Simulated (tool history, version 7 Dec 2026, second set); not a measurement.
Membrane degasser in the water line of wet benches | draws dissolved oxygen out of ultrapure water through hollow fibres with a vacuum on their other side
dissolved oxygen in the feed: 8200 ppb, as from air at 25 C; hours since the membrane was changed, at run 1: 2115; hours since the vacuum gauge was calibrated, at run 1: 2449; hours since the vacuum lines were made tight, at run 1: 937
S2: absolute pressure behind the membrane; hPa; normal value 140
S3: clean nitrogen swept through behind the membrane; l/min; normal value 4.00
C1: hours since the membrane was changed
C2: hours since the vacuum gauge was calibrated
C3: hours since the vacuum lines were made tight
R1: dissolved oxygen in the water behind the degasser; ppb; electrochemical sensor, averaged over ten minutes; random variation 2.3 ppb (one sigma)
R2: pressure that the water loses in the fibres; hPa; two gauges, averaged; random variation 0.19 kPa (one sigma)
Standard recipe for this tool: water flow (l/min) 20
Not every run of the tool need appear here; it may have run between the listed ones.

Run 1, hour 0.0: usual settings; C1 2115; C2 2449; C3 937. Result: R1 228.6 ppb, R2 405.7 hPa.
Run 2, hour 49.5: usual settings; C1 2165; C2 2498; C3 986. Result: R1 230.3 ppb, R2 399.1 hPa.
Run 3, hour 91.9: usual settings but S3 2.96 l/min; C1 2207; C2 2541; C3 1029. Result: R1 269.9 ppb, R2 402.7 hPa.
Run 4, hour 136.5: usual settings but S3 2.96 l/min; C1 2252; C2 2585; C3 1073. Result: R1 267.9 ppb, R2 408.0 hPa.
Run 5, hour 179.1: usual settings but S3 2.96 l/min; C1 2294; C2 2628; C3 1116. Result: R1 265.0 ppb, R2 405.6 hPa.
Run 6, hour 231.9: usual settings; C1 2347; C2 2681; C3 1169. Result: R1 228.8 ppb, R2 401.8 hPa.
Run 7, hour 274.7: usual settings but S3 3.21 l/min; C1 2390; C2 2724; C3 1211. Result: R1 258.2 ppb, R2 400.3 hPa.
Run 8, hour 336.4: usual settings but S3 3.21 l/min; C1 2452; C2 2785; C3 1273. Result: R1 258.5 ppb, R2 401.4 hPa.
Run 9, hour 411.1: usual settings but S3 3.21 l/min; C1 2526; C2 2860; C3 1348. Result: R1 255.6 ppb, R2 402.9 hPa.
Run 10, hour 506.4: usual settings but S3 8.95 l/min; C1 2622; C2 2955; C3 1443. Result: R1 159.4 ppb, R2 404.1 hPa.
Run 11, hour 581.5: usual settings but S3 8.95 l/min; C1 2697; C2 3030; C3 1518. Result: R1 161.7 ppb, R2 399.7 hPa.
Run 12, hour 667.1: usual settings but S3 8.95 l/min; C1 2782; C2 3116; C3 1604. Result: R1 159.6 ppb, R2 396.7 hPa.
Run 13, hour 745.8: usual settings but S2 229 hPa; C1 2861; C2 3195; C3 1683. Result: R1 323.0 ppb, R2 398.6 hPa.
Run 14, hour 838.2: usual settings but S2 229 hPa; C1 2954; C2 3287; C3 1775. Result: R1 337.9 ppb, R2 396.7 hPa.
Run 15, hour 915.3: usual settings but water flow (l/min) 22, S3 5.32 l/min; C1 3031; C2 3364; C3 1852. Result: R1 231.8 ppb, R2 437.7 hPa.
Run 16, hour 955.8: usual settings but water flow (l/min) 22, S2 229 hPa, S3 8.52 l/min; C1 3071; C2 3405; C3 1893. Result: R1 250.4 ppb, R2 436.9 hPa.
Run 17, hour 1029.0: usual settings but water flow (l/min) 22, S2 229 hPa, S3 8.52 l/min; C1 3144; C2 3478; C3 1966. Result: R1 246.0 ppb, R2 435.6 hPa.
Run 18, hour 1093.8: usual settings but water flow (l/min) 15, S2 229 hPa, S3 3.91 l/min; C1 3209; C2 3543; C3 2031. Result: R1 232.2 ppb, R2 296.9 hPa.
Run 19, hour 1173.2: usual settings but water flow (l/min) 27, S2 158 hPa, S3 3.91 l/min; C1 3289; C2 3622; C3 2110. Result: R1 392.4 ppb, R2 531.2 hPa.
Run 20, hour 1241.9: usual settings but water flow (l/min) 27, S2 158 hPa, S3 3.91 l/min; C1 3357; C2 3691; C3 2179. Result: R1 390.9 ppb, R2 534.4 hPa.
Run 21, hour 1313.9: usual settings but water flow (l/min) 14, S2 264 hPa, S3 10.55 l/min; C1 3429; C2 3763; C3 2251. Result: R1 115.4 ppb, R2 276.3 hPa.
Run 22, hour 1358.4: usual settings but water flow (l/min) 15, S2 228 hPa, S3 8.66 l/min; C1 3474; C2 3807; C3 2295. Result: R1 131.5 ppb, R2 293.6 hPa.
At hour 1411.4: gauge calibrated.
Run 23, hour 1419.6: usual settings but S3 7.34 l/min; C1 3535; C2 3868; C3 2356. Result: R1 171.1 ppb, R2 404.8 hPa.
Run 24, hour 1513.6: usual settings but water flow (l/min) 18, S2 194 hPa, S3 10.46 l/min; C1 3629; C2 3962; C3 2450. Result: R1 147.5 ppb, R2 361.4 hPa.

Pick out some run-to-run changes in R2. Of each, how much would a tool without hidden state show as well, from the settings, what came in and chance, and how much is left for the hidden state and any gauge scatter not in both results compared?
Hidden conditions of the tool in this case: membrane still open, %; true pressure behind the membrane over the reading, kPa; air that leaks in behind the membrane, l/min; drift of the gauge itself on oxygen_ppb, %; drift of the gauge itself on loss_of_pressure_kpa, %.
Run 18 -> 19: water flow (l/min) 15 -> 27, S2 229 -> 158. R2 +234.3 hPa: hidden state -6.6, all else +240.9.
Run 20 -> 21: water flow (l/min) 27 -> 14, S2 158 -> 264, S3 3.91 -> 10.55. R2 -258.1 hPa: hidden state +6.4, all else -264.5.
Run 22 -> 23: water flow (l/min) 15 -> 20, S2 228 -> 140, S3 8.66 -> 7.34, gauge calibrated. R2 +111.2 hPa: hidden state +8.8, all else +102.4.
